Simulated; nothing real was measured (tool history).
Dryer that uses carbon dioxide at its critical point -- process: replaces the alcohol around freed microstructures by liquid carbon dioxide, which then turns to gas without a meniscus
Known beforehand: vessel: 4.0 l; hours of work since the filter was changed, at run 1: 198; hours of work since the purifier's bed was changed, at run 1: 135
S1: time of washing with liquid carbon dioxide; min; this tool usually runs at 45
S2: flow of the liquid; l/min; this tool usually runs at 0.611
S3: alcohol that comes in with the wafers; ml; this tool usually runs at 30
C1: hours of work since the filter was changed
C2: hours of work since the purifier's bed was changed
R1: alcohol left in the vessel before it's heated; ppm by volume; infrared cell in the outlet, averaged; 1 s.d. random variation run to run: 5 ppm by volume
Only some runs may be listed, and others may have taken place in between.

run   hour  S1     S2  S3   C1   C2   R1
  1    0.0  45  0.611  30  198  135   85
  2   26.2  45  0.481  30  209  146  189
  3   58.4  45  0.481  30  221  158  203
  4   98.6  33  0.611  30  237  174  228
  5  118.0  67  0.611  30  244  181   76
  6  155.8  45  0.611  30  259  196  125
  7  173.5  45  0.611  30  266  203  125
  8  213.8  45  0.611  30  281  218  136
  9  233.3  45  0.611  31  289  226  147
 10  262.0  45  0.611  31  300  237  133
     285.4  -- inlet filter changed
 11  298.5  45  0.611  31    5  251  130
 12  327.2  61  0.611  30   16  262  108
 13  360.7  61  0.611  30   29  275  103
 14  400.1  61  0.611  30   44  290  113
 15  431.0  61  0.611  30   56  302  125
 16  463.7  61  0.611  30   69  315  126
 17  499.2  30  0.838  60   83  328  214
 18  529.8  45  0.408  84   95  340  768
 19  552.2  34  0.910  55  103  349  164
 20  574.1  68  0.910  66  112  358  141
 21  609.2  66  0.708  41  126  371  151
 22  647.9  66  0.708  41  141  386  146
 23  671.2  66  0.708  21  150  395  146
 24  696.2  45  0.909  30  159  405  154
 25  725.6  37  0.909  30  171  416  161
 26  758.6  44  0.909  97  183  429  179
 27  793.2  45  0.958  30  197  442  166
 28  831.4  45  0.958  30  212  457  175

3 options for the next run, each taken on its own from the tool as it stands now. Forecast them:
  A  860.7  66  0.611  30  223  469   ?
  B  860.7  45  0.375  31  223  469   ?
  C  860.7  48  0.882  30  223  469   ?

run   R1
  A  183
  B  519
  C  181
With the hidden condition removed and each run's random variation left untouched, the same runs would have given:
run   R1
  A    8
  B  284
  C    4
